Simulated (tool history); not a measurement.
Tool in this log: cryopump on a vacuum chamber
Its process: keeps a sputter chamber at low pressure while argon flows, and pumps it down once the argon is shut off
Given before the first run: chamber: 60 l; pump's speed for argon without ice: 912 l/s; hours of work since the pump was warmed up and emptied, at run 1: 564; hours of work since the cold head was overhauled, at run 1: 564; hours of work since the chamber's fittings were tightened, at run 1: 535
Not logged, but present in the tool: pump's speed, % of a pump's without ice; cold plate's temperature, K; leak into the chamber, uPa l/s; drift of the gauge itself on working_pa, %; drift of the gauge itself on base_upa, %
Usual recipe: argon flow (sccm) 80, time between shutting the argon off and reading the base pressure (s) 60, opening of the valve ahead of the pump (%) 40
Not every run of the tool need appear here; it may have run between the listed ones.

run   hour  argon flow (sccm)  time between shutting the argon off and reading the base pressure (s)  opening of the valve ahead of the pump (%)  hours of work since the pump was warmed up and emptied  hours of work since the cold head was overhauled  hours of work since the chamber's fittings were tightened  pressure while argon flows (Pa)  pressure after the wait (uPa)
  1    0.0                 80                                                                     60                                          40                                                     564                                               564                                                        535                           0.4033                           1.50
  2   29.1                 80                                                                     60                                          40                                                     588                                               588                                                        559                           0.4070                           1.56
  3   59.6                 80                                                                     20                                          40                                                     613                                               613                                                        584                           0.4085                           2.88
  4   97.0                 80                                                                    257                                          40                                                     643                                               643                                                        614                           0.4102                           1.19
  5  116.8                 80                                                                     35                                          40                                                     660                                               660                                                        631                           0.4106                           2.11
  6  139.9                 80                                                                     35                                          40                                                     678                                               678                                                        649                           0.4106                           2.14
  7  176.7                 80                                                                     60                                          35                                                     709                                               709                                                        680                           0.4666                           1.76
  8  193.7                 80                                                                     60                                          40                                                     722                                               722                                                        693                           0.4137                           1.81
  9  216.7                 80                                                                     60                                          40                                                     741                                               741                                                        712                           0.4183                           1.82
 10  233.3                 80                                                                     60                                          40                                                     755                                               755                                                        726                           0.4153                           1.83
 11  268.5                 80                                                                     60                                          40                                                     784                                               784                                                        755                           0.4201                           1.89
 12  306.3                 80                                                                     60                                          40                                                     814                                               814                                                        785                           0.4225                           1.89
 13  343.0                 80                                                                     60                                          40                                                     844                                               844                                                        815                           0.4260                           1.95
 14  375.6                121                                                                     60                                          40                                                     871                                               871                                                        842                           0.6503                           1.99
 15  410.1                121                                                                     60                                          40                                                     899                                               899                                                        870                           0.6535                           2.10
 16  450.2                121                                                                     60                                          40                                                     932                                               932                                                        903                           0.6547                           2.20
 17  476.0                121                                                                     60                                          40                                                     953                                               953                                                        924                           0.6537                           2.20
 18  509.9                 91                                                                     60                                          19                                                     981                                               981                                                        952                           0.9608                           2.34
 19  530.9                 56                                                                    114                                          22                                                     998                                               998                                                        969                           0.5199                           1.99
 20  556.6                 56                                                                    114                                          22                                                    1019                                              1019                                                        990                           0.5277                           2.10
 21  578.5                 44                                                                     23                                          27                                                    1037                                              1037                                                       1008                           0.3429                           3.39
 22  607.4                 44                                                                     23                                          27                                                    1060                                              1060                                                       1031                           0.3415                           3.27
 23  636.0                136                                                                     46                                          19                                                    1084                                              1084                                                       1055                           1.4597                           2.59
 24  656.0                136                                                                     80                                          27                                                    1100                                              1100                                                       1071                           1.0674                           2.30
     678.0  -- pump warmed up, emptied and cooled again
 25  681.8                101                                                                     46                                          27                                                       3                                              1117                                                       1088                           0.6970                           2.03
 26  704.9                101                                                                     46                                          27                                                      22                                              1136                                                       1107                           0.6927                           2.01
 27  730.8                101                                                                     46                                          27                                                      43                                              1157                                                       1128                           0.7027                           2.14
 28  770.5                101                                                                     46                                          27                                                      76                                              1190                                                       1161                           0.6980                           2.13
 29  805.7                 37                                                                     60                                          40                                                     104                                              1218                                                       1189                           0.1744                           2.00
 30  828.6                 37                                                                     60                                          40                                                     123                                              1237                                                       1208                           0.1757                           1.93
 31  858.7                 58                                                                     60                                          16                                                     148                                              1262                                                       1233                           0.6757                           2.03

Estimate the outcome of run 32 from the log above:
 32  886.7                 44                                                                     40                                          17                                                     171                                              1285                                                       1256                                ?                              ?

{"run 32": {"pressure while argon flows (Pa)": 0.4831, "pressure after the wait (uPa)": 2.44}}
Minus the tool's unlogged condition, the same run would have read pressure while argon flows (Pa) 0.4777, pressure after the wait (uPa) 1.23.
